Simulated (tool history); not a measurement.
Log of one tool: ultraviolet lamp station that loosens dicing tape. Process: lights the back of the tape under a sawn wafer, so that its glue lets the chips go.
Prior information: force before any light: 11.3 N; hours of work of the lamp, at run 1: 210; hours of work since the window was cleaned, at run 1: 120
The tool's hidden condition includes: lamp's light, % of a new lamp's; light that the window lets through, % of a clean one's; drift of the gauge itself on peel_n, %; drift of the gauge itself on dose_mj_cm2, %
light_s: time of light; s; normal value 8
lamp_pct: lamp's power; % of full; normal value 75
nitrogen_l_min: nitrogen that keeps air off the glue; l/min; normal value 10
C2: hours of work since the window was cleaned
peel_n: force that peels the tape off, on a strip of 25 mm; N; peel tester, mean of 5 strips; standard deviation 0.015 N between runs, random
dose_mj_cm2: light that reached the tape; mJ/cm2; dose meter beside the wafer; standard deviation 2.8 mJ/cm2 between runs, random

Run 1, hour 0: usual settings; hours of work of the lamp 210; C2 120. Result: peel_n 0.831 N, dose_mj_cm2 375 mJ/cm2.
Run 2, hour 48.9: usual settings; hours of work of the lamp 243; C2 153. Result: peel_n 0.89 N, dose_mj_cm2 368 mJ/cm2.
Run 3, hour 97.7: usual settings; hours of work of the lamp 276; C2 186. Result: peel_n 0.892 N, dose_mj_cm2 362 mJ/cm2.
Run 4, hour 162.3: usual settings but lamp_pct 74 % of full; hours of work of the lamp 319; C2 229. Result: peel_n 0.98 N, dose_mj_cm2 351 mJ/cm2.
Run 5, hour 228.7: usual settings; hours of work of the lamp 364; C2 274. Result: peel_n 1.007 N, dose_mj_cm2 350 mJ/cm2.
Run 6, hour 258.2: usual settings; hours of work of the lamp 384; C2 294. Result: peel_n 1.002 N, dose_mj_cm2 345 mJ/cm2.
Run 7, hour 323: usual settings; hours of work of the lamp 427; C2 337. Result: peel_n 1.054 N, dose_mj_cm2 339 mJ/cm2.
Run 8, hour 382.9: usual settings; hours of work of the lamp 467; C2 378. Result: peel_n 1.047 N, dose_mj_cm2 340 mJ/cm2.
At hour 429.2: window cleaned of glue's vapour.
Run 9, hour 450.3: usual settings; hours of work of the lamp 512; C2 14. Result: peel_n 1.29 N, dose_mj_cm2 316 mJ/cm2.
Run 10, hour 518.7: usual settings; hours of work of the lamp 558; C2 60. Result: peel_n 1.291 N, dose_mj_cm2 308 mJ/cm2.
Run 11, hour 578.5: usual settings but nitrogen_l_min 13 l/min; hours of work of the lamp 598; C2 100. Result: peel_n 1.231 N, dose_mj_cm2 304 mJ/cm2.
Run 12, hour 626.9: usual settings but light_s 15 s; hours of work of the lamp 631; C2 133. Result: peel_n 0.297 N, dose_mj_cm2 563 mJ/cm2.
Run 13, hour 664.9: usual settings but light_s 15 s; hours of work of the lamp 656; C2 158. Result: peel_n 0.314 N, dose_mj_cm2 555 mJ/cm2.
Run 14, hour 720.8: usual settings but light_s 15 s; hours of work of the lamp 694; C2 196. Result: peel_n 0.326 N, dose_mj_cm2 541 mJ/cm2.
Run 15, hour 758.8: usual settings; hours of work of the lamp 719; C2 221. Result: peel_n 1.525 N, dose_mj_cm2 283 mJ/cm2.
Run 16, hour 813: usual settings but nitrogen_l_min 5 l/min; hours of work of the lamp 756; C2 258. Result: peel_n 2.099 N, dose_mj_cm2 281 mJ/cm2.
At hour 840.7: window cleaned of glue's vapour, once more.
Run 17, hour 845.9: usual settings; hours of work of the lamp 778; C2 4. Result: peel_n 1.025 N, dose_mj_cm2 340 mJ/cm2.
Run 18, hour 917.4: usual settings; hours of work of the lamp 826; C2 52. Result: peel_n 1.077 N, dose_mj_cm2 331 mJ/cm2.
Run 19, hour 975.6: usual settings; hours of work of the lamp 865; C2 91. Result: peel_n 1.133 N, dose_mj_cm2 327 mJ/cm2.
Run 20, hour 1015.9: usual settings but light_s 5 s, lamp_pct 83 % of full, nitrogen_l_min 4 l/min; hours of work of the lamp 892; C2 118. Result: peel_n 3.23 N, dose_mj_cm2 224 mJ/cm2.
Run 21, hour 1052.9: usual settings but light_s 5 s, lamp_pct 83 % of full, nitrogen_l_min 4 l/min; hours of work of the lamp 917; C2 143. Result: peel_n 3.251 N, dose_mj_cm2 218 mJ/cm2.
Run 22, hour 1123.1: usual settings but light_s 5 s, lamp_pct 83 % of full, nitrogen_l_min 4 l/min; hours of work of the lamp 964; C2 190. Result: peel_n 3.343 N, dose_mj_cm2 219 mJ/cm2.
Run 23, hour 1156.1: usual settings but light_s 5 s, lamp_pct 83 % of full, nitrogen_l_min 4 l/min; hours of work of the lamp 986; C2 212. Result: peel_n 3.386 N, dose_mj_cm2 211 mJ/cm2.
Run 24, hour 1194.5: usual settings but lamp_pct 96 % of full, nitrogen_l_min 4 l/min; hours of work of the lamp 1012; C2 238. Result: peel_n 1.26 N, dose_mj_cm2 391 mJ/cm2.
Run 25, hour 1235.7: usual settings but lamp_pct 96 % of full, nitrogen_l_min 4 l/min; hours of work of the lamp 1039; C2 265. Result: peel_n 1.301 N, dose_mj_cm2 391 mJ/cm2.
Run 26, hour 1279.6: usual settings but lamp_pct 70 % of full, nitrogen_l_min 8 l/min; hours of work of the lamp 1069; C2 295. Result: peel_n 1.773 N, dose_mj_cm2 284 mJ/cm2.
Run 27, hour 1346.1: usual settings but lamp_pct 70 % of full, nitrogen_l_min 8 l/min; hours of work of the lamp 1114; C2 339. Result: peel_n 1.766 N, dose_mj_cm2 274 mJ/cm2.
Run 28, hour 1395.2: usual settings but light_s 14 s, lamp_pct 93 % of full; hours of work of the lamp 1147; C2 372. Result: peel_n 0.217 N, dose_mj_cm2 625 mJ/cm2.
Run 29, hour 1440: usual settings but light_s 11 s; hours of work of the lamp 1177; C2 402. Result: peel_n 0.73 N, dose_mj_cm2 393 mJ/cm2.
At hour 1446.6: window cleaned of glue's vapour.
Run 30, hour 1506: usual settings but light_s 6 s, nitrogen_l_min 11 l/min; hours of work of the lamp 1221; C2 40. Result: peel_n 2.085 N, dose_mj_cm2 234 mJ/cm2.
Run 31, hour 1559.3: usual settings but light_s 15 s, lamp_pct 60 % of full, nitrogen_l_min 17 l/min; hours of work of the lamp 1256; C2 76. Result: peel_n 0.376 N, dose_mj_cm2 458 mJ/cm2.
Run 32, hour 1629.5: usual settings but light_s 15 s, lamp_pct 70 % of full, nitrogen_l_min 17 l/min; hours of work of the lamp 1304; C2 123. Result: peel_n 0.291 N, dose_mj_cm2 517 mJ/cm2.

Forecast each of these 4 alternatives for the next run:
Run A, hour 1676.5: usual settings but light_s 6 s, lamp_pct 65 % of full, nitrogen_l_min 4 l/min; hours of work of the lamp 1335; C2 154. Result: peel_n ?, dose_mj_cm2 ?.
Run B, hour 1676.5: usual settings but light_s 5 s, lamp_pct 70 % of full, nitrogen_l_min 12 l/min; hours of work of the lamp 1335; C2 154. Result: peel_n ?, dose_mj_cm2 ?.
Run C, hour 1676.5: usual settings but light_s 10 s, lamp_pct 86 % of full, nitrogen_l_min 12 l/min; hours of work of the lamp 1335; C2 154. Result: peel_n ?, dose_mj_cm2 ?.
Run D, hour 1676.5: usual settings but light_s 15 s, lamp_pct 97 % of full, nitrogen_l_min 17 l/min; hours of work of the lamp 1335; C2 154. Result: peel_n ?, dose_mj_cm2 ?.

run  peel_n  dose_mj_cm2
  A   3.919          189
  B   3.167          168
  C   0.586          420
  D    0.15          705
The same runs, with their run-to-run variation unchanged, on a tool lacking any hidden condition would have given:
run  peel_n  dose_mj_cm2
  A   2.628          261
  B   1.971          233
  C   0.255          581
  D   0.118          977
